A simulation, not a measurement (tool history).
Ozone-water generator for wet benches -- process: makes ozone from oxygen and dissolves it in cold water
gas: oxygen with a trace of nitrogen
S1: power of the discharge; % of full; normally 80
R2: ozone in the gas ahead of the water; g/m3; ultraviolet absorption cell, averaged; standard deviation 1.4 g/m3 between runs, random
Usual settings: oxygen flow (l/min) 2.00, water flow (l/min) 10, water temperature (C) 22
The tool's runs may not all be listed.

{"run": 1, "hour": 0.0, "S1": 80, "oxygen flow (l/min)": 2.0, "water flow (l/min)": 10, "water temperature (C)": 22, "dissolved ozone (ppm)": 26.1, "R2": 261.3}
{"run": 2, "hour": 25.3, "S1": 80, "oxygen flow (l/min)": 2.0, "water flow (l/min)": 10, "water temperature (C)": 22, "dissolved ozone (ppm)": 26.2, "R2": 262.3}
{"run": 3, "hour": 56.5, "S1": 80, "oxygen flow (l/min)": 2.38, "water flow (l/min)": 10, "water temperature (C)": 22, "dissolved ozone (ppm)": 25.7, "R2": 237.4}
{"run": 4, "hour": 86.9, "S1": 80, "oxygen flow (l/min)": 2.38, "water flow (l/min)": 10, "water temperature (C)": 22, "dissolved ozone (ppm)": 25.5, "R2": 235.5}
{"run": 5, "hour": 126.8, "S1": 80, "oxygen flow (l/min)": 2.38, "water flow (l/min)": 10, "water temperature (C)": 22, "dissolved ozone (ppm)": 25.1, "R2": 235.3}
{"run": 6, "hour": 168.0, "S1": 80, "oxygen flow (l/min)": 2.0, "water flow (l/min)": 10, "water temperature (C)": 26, "dissolved ozone (ppm)": 24.2, "R2": 259.3}
{"run": 7, "hour": 207.5, "S1": 80, "oxygen flow (l/min)": 1.93, "water flow (l/min)": 10, "water temperature (C)": 22, "dissolved ozone (ppm)": 26.0, "R2": 266.0}
{"run": 8, "hour": 240.2, "S1": 80, "oxygen flow (l/min)": 2.0, "water flow (l/min)": 10, "water temperature (C)": 30, "dissolved ozone (ppm)": 22.7, "R2": 259.0}
{"run": 9, "hour": 262.0, "S1": 80, "oxygen flow (l/min)": 2.0, "water flow (l/min)": 10, "water temperature (C)": 30, "dissolved ozone (ppm)": 22.8, "R2": 260.5}
{"run": 10, "hour": 308.3, "S1": 80, "oxygen flow (l/min)": 2.0, "water flow (l/min)": 13, "water temperature (C)": 22, "dissolved ozone (ppm)": 20.2, "R2": 258.8}
{"run": 11, "hour": 354.1, "S1": 80, "oxygen flow (l/min)": 1.1, "water flow (l/min)": 13, "water temperature (C)": 22, "dissolved ozone (ppm)": 18.8, "R2": 363.5}
{"run": 12, "hour": 400.0, "S1": 80, "oxygen flow (l/min)": 1.1, "water flow (l/min)": 13, "water temperature (C)": 22, "dissolved ozone (ppm)": 18.8, "R2": 367.8}
{"run": 13, "hour": 420.3, "S1": 80, "oxygen flow (l/min)": 2.0, "water flow (l/min)": 13, "water temperature (C)": 22, "dissolved ozone (ppm)": 20.2, "R2": 259.6}
{"run": 14, "hour": 452.7, "S1": 80, "oxygen flow (l/min)": 2.0, "water flow (l/min)": 13, "water temperature (C)": 17, "dissolved ozone (ppm)": 21.5, "R2": 259.9}
{"run": 15, "hour": 477.9, "S1": 80, "oxygen flow (l/min)": 2.0, "water flow (l/min)": 13, "water temperature (C)": 17, "dissolved ozone (ppm)": 21.3, "R2": 259.0}
{"run": 16, "hour": 524.1, "S1": 81, "oxygen flow (l/min)": 2.0, "water flow (l/min)": 10, "water temperature (C)": 22, "dissolved ozone (ppm)": 25.5, "R2": 260.3}
{"run": 17, "hour": 567.9, "S1": 80, "oxygen flow (l/min)": 1.58, "water flow (l/min)": 10, "water temperature (C)": 22, "dissolved ozone (ppm)": 25.1, "R2": 292.7}
{"run": 18, "hour": 597.7, "S1": 85, "oxygen flow (l/min)": 2.04, "water flow (l/min)": 11, "water temperature (C)": 14, "dissolved ozone (ppm)": 26.8, "R2": 266.8}
{"run": 19, "hour": 630.9, "S1": 85, "oxygen flow (l/min)": 2.05, "water flow (l/min)": 11, "water temperature (C)": 21, "dissolved ozone (ppm)": 24.8, "R2": 264.3}
{"run": 20, "hour": 656.2, "S1": 53, "oxygen flow (l/min)": 2.05, "water flow (l/min)": 11, "water temperature (C)": 21, "dissolved ozone (ppm)": 17.5, "R2": 185.7}
{"run": 21, "hour": 702.9, "S1": 53, "oxygen flow (l/min)": 2.05, "water flow (l/min)": 11, "water temperature (C)": 21, "dissolved ozone (ppm)": 17.2, "R2": 185.1}
{"run": 22, "hour": 749.5, "S1": 53, "oxygen flow (l/min)": 2.05, "water flow (l/min)": 11, "water temperature (C)": 21, "dissolved ozone (ppm)": 17.2, "R2": 184.8}
{"run": 23, "hour": 793.6, "S1": 80, "oxygen flow (l/min)": 3.36, "water flow (l/min)": 10, "water temperature (C)": 17, "dissolved ozone (ppm)": 26.5, "R2": 189.9}
{"run": 24, "hour": 826.2, "S1": 99, "oxygen flow (l/min)": 2.22, "water flow (l/min)": 14, "water temperature (C)": 15, "dissolved ozone (ppm)": 23.4, "R2": 280.8}
{"run": 25, "hour": 861.3, "S1": 99, "oxygen flow (l/min)": 2.22, "water flow (l/min)": 14, "water temperature (C)": 15, "dissolved ozone (ppm)": 23.4, "R2": 280.7}
{"run": 26, "hour": 887.0, "S1": 87, "oxygen flow (l/min)": 2.21, "water flow (l/min)": 14, "water temperature (C)": 20, "dissolved ozone (ppm)": 20.4, "R2": 257.7}
{"run": 27, "hour": 922.7, "S1": 65, "oxygen flow (l/min)": 2.0, "water flow (l/min)": 10, "water temperature (C)": 22, "dissolved ozone (ppm)": 21.5, "R2": 217.4}
{"run": 28, "hour": 950.9, "S1": 80, "oxygen flow (l/min)": 2.34, "water flow (l/min)": 10, "water temperature (C)": 22, "dissolved ozone (ppm)": 25.1, "R2": 231.5}
{"run": 29, "hour": 991.5, "S1": 42, "oxygen flow (l/min)": 1.2, "water flow (l/min)": 10, "water temperature (C)": 22, "dissolved ozone (ppm)": 15.0, "R2": 212.0}
{"run": 30, "hour": 1018.7, "S1": 86, "oxygen flow (l/min)": 3.05, "water flow (l/min)": 9, "water temperature (C)": 16, "dissolved ozone (ppm)": 30.5, "R2": 209.4}
{"run": 31, "hour": 1056.2, "S1": 41, "oxygen flow (l/min)": 2.54, "water flow (l/min)": 16, "water temperature (C)": 21, "dissolved ozone (ppm)": 10.0, "R2": 134.9}
{"hour": 1081.2, "done": "water thermometer calibrated"}
{"run": 32, "hour": 1094.1, "S1": 80, "oxygen flow (l/min)": 2.0, "water flow (l/min)": 9, "water temperature (C)": 16, "dissolved ozone (ppm)": 29.1, "R2": 252.8}

Forecast each of these 3 alternatives for the next run:
{"run": "A", "hour": 1141.2, "S1": 80, "oxygen flow (l/min)": 2.0, "water flow (l/min)": 8, "water temperature (C)": 17, "dissolved ozone (ppm)": "?", "R2": "?"}
{"run": "B", "hour": 1141.2, "S1": 80, "oxygen flow (l/min)": 1.38, "water flow (l/min)": 9, "water temperature (C)": 16, "dissolved ozone (ppm)": "?", "R2": "?"}
{"run": "C", "hour": 1141.2, "S1": 54, "oxygen flow (l/min)": 2.0, "water flow (l/min)": 9, "water temperature (C)": 16, "dissolved ozone (ppm)": "?", "R2": "?"}

run=A dissolved_ozone_(ppm)=31.6 R2=253.8
run=B dissolved_ozone_(ppm)=28.2 R2=309.8
run=C dissolved_ozone_(ppm)=21.8 R2=189.5
What these runs would have given with no unlogged condition in the tool:
run=A dissolved_ozone_(ppm)=34.1 R2=266.8
run=B dissolved_ozone_(ppm)=30.4 R2=325.6
run=C dissolved_ozone_(ppm)=23.2 R2=196.6
